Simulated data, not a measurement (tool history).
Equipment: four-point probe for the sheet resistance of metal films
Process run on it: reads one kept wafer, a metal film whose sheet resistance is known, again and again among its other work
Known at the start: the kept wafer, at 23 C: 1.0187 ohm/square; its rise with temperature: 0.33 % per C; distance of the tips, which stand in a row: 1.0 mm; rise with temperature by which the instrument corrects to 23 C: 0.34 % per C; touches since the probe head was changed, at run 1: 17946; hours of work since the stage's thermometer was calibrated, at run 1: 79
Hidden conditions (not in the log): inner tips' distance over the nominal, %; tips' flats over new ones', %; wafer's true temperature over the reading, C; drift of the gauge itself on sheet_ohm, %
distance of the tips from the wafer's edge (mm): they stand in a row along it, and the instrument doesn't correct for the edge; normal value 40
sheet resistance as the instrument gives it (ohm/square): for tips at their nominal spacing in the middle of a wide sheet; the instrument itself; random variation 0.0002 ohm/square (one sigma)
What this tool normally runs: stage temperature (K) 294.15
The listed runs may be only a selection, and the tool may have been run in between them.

run   hour  stage temperature (K)  distance of the tips from the wafer's edge (mm)  touches since the probe head was changed  hours of work since the stage's thermometer was calibrated  sheet resistance as the instrument gives it (ohm/square)
  1      0                 294.15                                               40                                     17946                                                          79                                                  1.019191
  2   30.8                 294.15                                               40                                     19528                                                         102                                                   1.01941
  3   50.3                 294.15                                               40                                     20530                                                         116                                                  1.019396
  4     77                 294.15                                               40                                     21901                                                         136                                                  1.019142
  5   98.3                 294.15                                               40                                     22992                                                         151                                                  1.019067
  6  123.9                 294.15                                               21                                     24309                                                         170                                                  1.020517
  7  141.1                 294.15                                               40                                     25189                                                         183                                                  1.019308
  8  155.7                 294.15                                               40                                     25939                                                         193                                                  1.019487
  9    181                 294.15                                               40                                     27239                                                         212                                                  1.018943
 10  200.7                 294.15                                               40                                     28248                                                         226                                                  1.019219
 11  222.4                 303.15                                               25                                     29367                                                         242                                                  1.019016
 12  251.7                 297.15                                               25                                     30871                                                         264                                                  1.019258
 13  283.1                 300.15                                               64                                     32484                                                         287                                                  1.018393
 14  305.6                 307.15                                               19                                     33636                                                         303                                                  1.019292
 15  328.6                 297.15                                               35                                     34817                                                         320                                                  1.019075
 16  350.1                 297.15                                               35                                     35920                                                         336                                                  1.019193
 17  381.8                 297.15                                               35                                     37551                                                         359                                                  1.019204

Below are 5 alternative next runs, each starting from the tool's condition after run 17. Predict each:
  A  410.7                 304.15                                                9                                     39032                                                         380                                                         ?
  B  410.7                 293.15                                               35                                     39032                                                         380                                                         ?
  C  410.7                 306.15                                                3                                     39032                                                         380                                                         ?
  D  410.7                 294.15                                                8                                     39032                                                         380                                                         ?
  E  410.7                 297.15                                               17                                     39032                                                         380                                                         ?

run  sheet resistance as the instrument gives it (ohm/square)
  A                                                  1.024757
  B                                                  1.019516
  C                                                  1.075191
  D                                                  1.027552
  E                                                  1.020372
With the hidden condition removed and each run's random variation left untouched, the same runs would have given:
run  sheet resistance as the instrument gives it (ohm/square)
  A                                                  1.024744
  B                                                  1.019504
  C                                                  1.075178
  D                                                   1.02754
  E                                                   1.02036
